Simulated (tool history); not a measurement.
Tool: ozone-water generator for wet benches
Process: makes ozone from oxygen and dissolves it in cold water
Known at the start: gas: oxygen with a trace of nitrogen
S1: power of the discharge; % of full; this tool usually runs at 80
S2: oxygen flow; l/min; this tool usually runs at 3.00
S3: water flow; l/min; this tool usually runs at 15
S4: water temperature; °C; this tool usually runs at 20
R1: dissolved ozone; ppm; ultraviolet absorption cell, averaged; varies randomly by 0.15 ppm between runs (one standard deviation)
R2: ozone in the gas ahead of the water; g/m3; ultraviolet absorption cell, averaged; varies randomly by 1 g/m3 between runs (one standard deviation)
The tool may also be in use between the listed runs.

run,hour,S1,S2,S3,S4,R1,R2
1,0.0,80,3.00,15,20,17.6,175.2
2,34.7,80,3.00,15,20,17.7,174.8
3,90.6,80,3.00,15,12,19.0,174.0
4,129.8,80,3.00,18,20,15.3,175.1
5,178.1,73,3.00,15,20,16.1,163.5
6,231.1,73,3.00,15,20,16.2,165.0
7,291.2,73,3.00,15,20,16.2,164.6
8,336.3,73,3.00,15,20,16.2,163.3
9,364.9,73,3.00,15,20,16.1,162.4
10,418.1,80,3.00,15,20,17.2,173.2
11,465.9,80,3.00,15,20,17.3,174.2
12,516.2,80,3.00,15,17,18.1,172.8
13,577.6,80,3.00,15,20,17.4,173.8
14,608.3,80,3.00,20,20,13.7,174.1
15,655.2,80,3.00,20,20,13.7,173.6
16,707.8,89,1.50,15,21,17.3,279.9
# hour 733.1: contactor cleaned
17,767.0,89,1.50,15,21,17.5,278.5
18,822.6,92,1.50,15,27,17.1,284.4
19,878.5,53,4.75,18,26,10.6,98.9
20,934.8,53,4.75,18,26,10.5,100.0
21,987.0,95,3.29,10,12,29.0,183.7
22,1019.7,95,1.58,10,24,24.5,278.6
23,1058.9,44,3.00,15,25,10.9,115.8
24,1084.2,73,3.00,16,12,17.3,161.3
25,1132.4,73,3.00,16,12,17.1,161.3
26,1187.4,73,3.46,23,12,12.9,148.7
27,1214.2,73,1.82,16,18,15.0,215.0
28,1240.8,43,1.64,20,13,8.8,161.9
29,1302.9,63,5.09,22,25,10.6,107.0

Here are 3 independent what-if runs from the current tool condition. What would each one return?
A,1358.3,44,5.09,22,25,?,?
B,1358.3,63,5.38,22,18,?,?
C,1358.3,68,5.09,22,20,?,?

run,R1,R2
A,8.4,83.6
B,11.7,103.7
C,11.9,113.8
With the hidden condition removed and each run's random variation left untouched, the same runs would have given:
run,R1,R2
A,8.6,85.5
B,12.2,107.0
C,12.4,117.6
